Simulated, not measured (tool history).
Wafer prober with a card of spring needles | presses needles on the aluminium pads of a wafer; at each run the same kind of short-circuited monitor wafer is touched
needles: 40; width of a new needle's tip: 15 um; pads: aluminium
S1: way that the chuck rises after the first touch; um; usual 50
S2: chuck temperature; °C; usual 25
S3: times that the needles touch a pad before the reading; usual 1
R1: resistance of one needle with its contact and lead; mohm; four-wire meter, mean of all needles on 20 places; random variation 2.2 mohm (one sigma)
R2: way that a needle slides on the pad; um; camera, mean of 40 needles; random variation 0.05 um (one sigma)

run   hour  S1   S2  S3   R1     R2
  1    0.0  50   25   1  250   9.97
       4.3  -- tips cleaned on abrasive film
  2   13.3  50   25   1  249   9.86
      16.6  -- tips cleaned on abrasive film
  3   24.0  50   25   1  250   9.87
      28.6  -- tips cleaned on abrasive film
  4   35.6  50   25   1  249   9.97
      40.4  -- tips cleaned on abrasive film
  5   46.2  42   25   1  252   8.34
      52.5  -- tips cleaned on abrasive film
  6   57.6  50   52   1  255   9.99
      64.6  -- tips cleaned on abrasive film
  7   65.8  50   45   1  254   9.92
  8   73.9  50   45   1  256   9.92
      77.3  -- tips cleaned on abrasive film
  9   82.3  50   45   1  253   9.92
 10   88.7  44   25   1  249   8.74
      89.7  -- tips cleaned on abrasive film
 11   97.6  50   25   1  251   9.92
     101.8  -- tips cleaned on abrasive film
 12  104.7  50   25   1  245  10.01
     114.3  -- tips cleaned on abrasive film
     119.9  -- height of the first contact set anew
 13  119.9  50   25   1  247  10.03
     126.6  -- tips cleaned on abrasive film
 14  134.7  50   25   1  248   9.96
     138.7  -- tips cleaned on abrasive film
 15  149.9  50   25   1  250   9.97
     151.0  -- tips cleaned on abrasive film
 16  161.8  50   25   1  244   9.98
     163.7  -- tips cleaned on abrasive film
 17  171.6  50   25   1  247  10.03
     175.9  -- tips cleaned on abrasive film
 18  185.7  50   33   2  251  10.06
     188.8  -- tips cleaned on abrasive film
 19  192.0  50   33   2  251  10.02
 20  200.2  61   53   1  256  12.25
     201.5  -- tips cleaned on abrasive film
 21  211.5  56  110   1  274  11.27
     213.4  -- tips cleaned on abrasive film
     225.6  -- tips cleaned on abrasive film
 22  225.6  38  110   1  276   7.72
 23  232.5  60   87   1  265  11.96
     237.8  -- tips cleaned on abrasive film
 24  239.2  60   87   1  262  12.16
     249.9  -- tips cleaned on abrasive film
 25  250.2  60   87   1  265  12.05
 26  261.1  51   38   2  250  10.27
     262.5  -- tips cleaned on abrasive film
 27  273.1  39   54   2  256   7.84
     274.9  -- tips cleaned on abrasive film
 28  281.5  31   25   1  258   6.27
     287.9  -- tips cleaned on abrasive film
 29  290.4  48   30   1  251   9.77
     300.5  -- tips cleaned on abrasive film
 30  305.2  48   30   1  252   9.74
     312.6  -- tips cleaned on abrasive film
 31  313.9  48   30   1  250   9.63
     325.2  -- tips cleaned on abrasive film
 32  325.2  35   25   1  254   7.14
 33  334.0  33  111   1  279   6.69

3 ways to go on from here, each from the tool as it stands after run 33. What would each give?
     337.4  -- tips cleaned on abrasive film
  A  347.0  44   75   1   ?   ?
     337.4  -- tips cleaned on abrasive film
  B  347.0  35  111   1   ?   ?
     337.4  -- tips cleaned on abrasive film
  C  347.0  50   42   1   ?   ?

run   R1     R2
  A  264   8.95
  B  278   7.11
  C  252  10.11
Without the tool's hidden state the same runs would have given:
run   R1    R2
  A  263  8.73
  B  277  6.93
  C  252  9.86

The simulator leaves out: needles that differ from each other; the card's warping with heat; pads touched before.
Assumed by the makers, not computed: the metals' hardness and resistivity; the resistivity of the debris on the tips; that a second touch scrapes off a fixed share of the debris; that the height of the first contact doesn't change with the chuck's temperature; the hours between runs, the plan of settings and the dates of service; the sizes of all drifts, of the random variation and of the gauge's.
